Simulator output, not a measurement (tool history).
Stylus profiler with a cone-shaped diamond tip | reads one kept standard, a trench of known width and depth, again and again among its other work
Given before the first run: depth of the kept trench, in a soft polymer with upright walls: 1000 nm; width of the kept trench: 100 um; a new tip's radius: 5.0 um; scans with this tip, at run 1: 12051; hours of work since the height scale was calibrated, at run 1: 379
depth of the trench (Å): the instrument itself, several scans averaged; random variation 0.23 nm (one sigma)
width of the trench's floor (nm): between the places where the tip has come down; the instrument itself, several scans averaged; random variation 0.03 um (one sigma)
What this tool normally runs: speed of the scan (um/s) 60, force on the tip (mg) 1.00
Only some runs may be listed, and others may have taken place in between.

| run | day | speed of the scan (um/s) | force on the tip (mg) | scans with this tip | hours of work since the height scale was calibrated | depth of the trench (Å) | width of the trench's floor (nm) |
|---|---|---|---|---|---|---|---|
| 1 | 0.000 | 60 | 1.00 | 12051 | 379 | 10083.0 | 93810 |
| 2 | 3.446 | 60 | 1.00 | 12343 | 427 | 10081.0 | 93770 |
| 3 | 6.783 | 30 | 1.00 | 12625 | 474 | 10082.9 | 93880 |
| 4 | 10.167 | 60 | 0.91 | 12911 | 521 | 10080.2 | 93820 |
| 5 | 12.071 | 60 | 1.00 | 13073 | 548 | 10086.4 | 93770 |
| 6 | 14.688 | 60 | 2.91 | 13294 | 584 | 10169.6 | 93860 |
| 7 | 16.271 | 60 | 2.91 | 13428 | 606 | 10171.7 | 93880 |
| 8 | 17.896 | 60 | 1.00 | 13565 | 629 | 10081.7 | 93790 |
| 9 | 19.571 | 60 | 1.00 | 13707 | 652 | 10084.0 | 93820 |
| 10 | 22.612 | 60 | 1.00 | 13965 | 694 | 10086.4 | 93810 |
| 11 | 25.629 | 36 | 1.00 | 14220 | 736 | 10081.3 | 93870 |
| 12 | 27.946 | 60 | 1.36 | 14416 | 769 | 10103.1 | 93850 |
| 13 | 30.833 | 60 | 0.63 | 14660 | 809 | 10059.3 | 93720 |
| 14 | 34.329 | 72 | 1.21 | 14956 | 857 | 10098.2 | 93790 |
| 15 | 37.967 | 72 | 0.91 | 15264 | 908 | 10076.4 | 93780 |
| 16 | 40.842 | 72 | 0.91 | 15508 | 948 | 10077.1 | 93720 |
| 17 | 42.696 | 72 | 0.91 | 15664 | 974 | 10078.7 | 93700 |
| 18 | 45.738 | 128 | 1.00 | 15922 | 1016 | 10082.0 | 93580 |
| 19 | 48.958 | 37 | 1.00 | 16194 | 1061 | 10080.2 | 93880 |
| 20 | 52.567 | 138 | 1.69 | 16500 | 1111 | 10121.5 | 93630 |

Estimate the outcome of run 21 from the log above:
| 21 | 55.246 | 56 | 1.93 | 16727 | 1149 | ? | ? |

Run 21 produced depth of the trench (Å) 10132.5, width of the trench's floor (nm) 93870.
If the tool had no hidden condition, the same run with the same run-to-run variation would have returned depth of the trench (Å) 10132.7, width of the trench's floor (nm) 93900.
